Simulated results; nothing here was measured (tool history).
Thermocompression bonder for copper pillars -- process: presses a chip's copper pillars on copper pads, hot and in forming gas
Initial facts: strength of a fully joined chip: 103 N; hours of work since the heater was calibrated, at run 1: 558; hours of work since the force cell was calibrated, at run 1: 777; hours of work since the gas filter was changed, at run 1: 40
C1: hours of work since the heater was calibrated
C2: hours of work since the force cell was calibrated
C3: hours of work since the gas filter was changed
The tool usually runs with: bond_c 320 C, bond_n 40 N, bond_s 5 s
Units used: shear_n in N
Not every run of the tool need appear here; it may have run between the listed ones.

Run 1, hour 0: usual settings; C1 558; C2 777; C3 40. Result: shear_n 48.9 N.
Run 2, hour 28.5: usual settings; C1 571; C2 790; C3 52. Result: shear_n 49.1 N.
Run 3, hour 59.2: usual settings; C1 584; C2 803; C3 65. Result: shear_n 48.7 N.
Run 4, hour 106.6: usual settings; C1 604; C2 823; C3 86. Result: shear_n 46.6 N.
Run 5, hour 137.3: usual settings but bond_c 297 C; C1 617; C2 837; C3 99. Result: shear_n 35.7 N.
Run 6, hour 166.1: usual settings but bond_c 297 C; C1 630; C2 849; C3 111. Result: shear_n 34.9 N.
At hour 181.3: forming gas filter changed.
Run 7, hour 198.7: usual settings but bond_c 297 C; C1 644; C2 863; C3 7. Result: shear_n 39.6 N.
Run 8, hour 230.4: usual settings but bond_c 297 C; C1 657; C2 877; C3 21. Result: shear_n 39.4 N.
Run 9, hour 264.5: usual settings; C1 672; C2 891; C3 36. Result: shear_n 49.7 N.
Run 10, hour 310.8: usual settings; C1 692; C2 911; C3 56. Result: shear_n 50.8 N.
Run 11, hour 344.2: usual settings but bond_s 10 s; C1 706; C2 926; C3 70. Result: shear_n 61.2 N.
Run 12, hour 364.1: usual settings but bond_s 6 s; C1 715; C2 934; C3 79. Result: shear_n 50.7 N.
Run 13, hour 404.1: usual settings; C1 732; C2 951; C3 96. Result: shear_n 47.3 N.
Run 14, hour 445.8: usual settings but bond_s 6 s; C1 750; C2 969; C3 114. Result: shear_n 49.5 N.
At hour 454.4: forming gas filter changed.
Run 15, hour 477.9: usual settings but bond_c 310 C, bond_s 6 s; C1 764; C2 983; C3 10. Result: shear_n 49.8 N.
Run 16, hour 498.1: usual settings but bond_c 310 C, bond_s 6 s; C1 773; C2 992; C3 19. Result: shear_n 48.8 N.
Run 17, hour 536: usual settings but bond_c 310 C; C1 789; C2 1008; C3 35. Result: shear_n 45.6 N.
Run 18, hour 581.1: usual settings but bond_s 8 s; C1 808; C2 1027; C3 55. Result: shear_n 60.1 N.
Run 19, hour 617.3: usual settings but bond_s 8 s; C1 824; C2 1043; C3 70. Result: shear_n 57.7 N.
Run 20, hour 640: usual settings but bond_n 25 N, bond_s 8 s; C1 834; C2 1053; C3 80. Result: shear_n 37.8 N.
Run 21, hour 686.4: usual settings but bond_c 350 C, bond_n 43 N, bond_s 12 s; C1 854; C2 1073; C3 100. Result: shear_n 78.8 N.
At hour 728.7: forming gas filter changed.
Run 22, hour 728.7: usual settings but bond_c 350 C, bond_n 43 N, bond_s 12 s; C1 872; C2 1091; C3 0. Result: shear_n 88.4 N.
Run 23, hour 761.8: usual settings but bond_c 350 C, bond_n 43 N, bond_s 12 s; C1 886; C2 1105; C3 14. Result: shear_n 85.3 N.
Run 24, hour 788.5: usual settings but bond_c 330 C, bond_n 36 N, bond_s 6 s; C1 897; C2 1117; C3 26. Result: shear_n 56.4 N.
Run 25, hour 822.8: usual settings but bond_c 321 C, bond_n 43 N, bond_s 10 s; C1 912; C2 1131; C3 41. Result: shear_n 68.1 N.
Run 26, hour 844.5: usual settings but bond_c 321 C, bond_n 43 N, bond_s 3 s; C1 922; C2 1141; C3 50. Result: shear_n 47.8 N.
Run 27, hour 869.8: usual settings but bond_c 333 C, bond_n 43 N, bond_s 3 s; C1 932; C2 1152; C3 61. Result: shear_n 51.9 N.
Run 28, hour 917.3: usual settings but bond_c 333 C, bond_n 43 N, bond_s 3 s; C1 953; C2 1172; C3 81. Result: shear_n 51.4 N.
Run 29, hour 949.3: usual settings but bond_n 27 N, bond_s 3 s; C1 967; C2 1186; C3 95. Result: shear_n 27.6 N.
Run 30, hour 972.8: usual settings but bond_c 316 C, bond_n 33 N, bond_s 6 s; C1 977; C2 1196; C3 105. Result: shear_n 41.9 N.
At hour 1001.2: forming gas filter changed.
Run 31, hour 1011: usual settings but bond_c 316 C, bond_n 56 N, bond_s 6 s; C1 993; C2 1212; C3 4. Result: shear_n 73.9 N.
Run 32, hour 1033.3: usual settings but bond_c 316 C, bond_n 56 N, bond_s 6 s; C1 1003; C2 1222; C3 14. Result: shear_n 71 N.
Run 33, hour 1052.7: usual settings but bond_c 316 C, bond_n 56 N, bond_s 6 s; C1 1011; C2 1230; C3 22. Result: shear_n 70.9 N.
Run 34, hour 1094.1: usual settings but bond_c 338 C, bond_n 50 N, bond_s 4 s; C1 1029; C2 1248; C3 40. Result: shear_n 68.9 N.
Run 35, hour 1134.7: usual settings but bond_c 338 C, bond_n 50 N, bond_s 4 s; C1 1046; C2 1266; C3 58. Result: shear_n 68.5 N.
Run 36, hour 1174.5: usual settings but bond_c 300 C, bond_n 29 N, bond_s 10 s; C1 1063; C2 1283; C3 75. Result: shear_n 38.9 N.
Run 37, hour 1203.8: usual settings but bond_n 29 N, bond_s 13 s; C1 1076; C2 1295; C3 87. Result: shear_n 52.2 N.
Run 38, hour 1249.6: usual settings but bond_c 295 C, bond_n 24 N, bond_s 11 s; C1 1096; C2 1315; C3 107. Result: shear_n 30.7 N.

4 options for the next run, each taken on its own from the tool as it stands now. Forecast them:
At hour 1274.2: forming gas filter changed.
Run A, hour 1281.9: usual settings but bond_c 338 C, bond_n 39 N, bond_s 11 s; C1 1110; C2 1329; C3 3. Result: shear_n ?.
At hour 1274.2: forming gas filter changed.
Run B, hour 1281.9: usual settings but bond_c 295 C, bond_n 24 N, bond_s 7 s; C1 1110; C2 1329; C3 3. Result: shear_n ?.
At hour 1274.2: forming gas filter changed.
Run C, hour 1281.9: usual settings but bond_c 295 C, bond_n 24 N, bond_s 3 s; C1 1110; C2 1329; C3 3. Result: shear_n ?.
At hour 1274.2: forming gas filter changed.
Run D, hour 1281.9: usual settings but bond_c 324 C, bond_n 24 N, bond_s 11 s; C1 1110; C2 1329; C3 3. Result: shear_n ?.

run  shear_n
  A     77.6
  B     28.1
  C     20.2
  D     47.2
Without the tool's unlogged condition, the same runs would have read:
run  shear_n
  A     70.8
  B     23.5
  C     16.8
  D     40.6
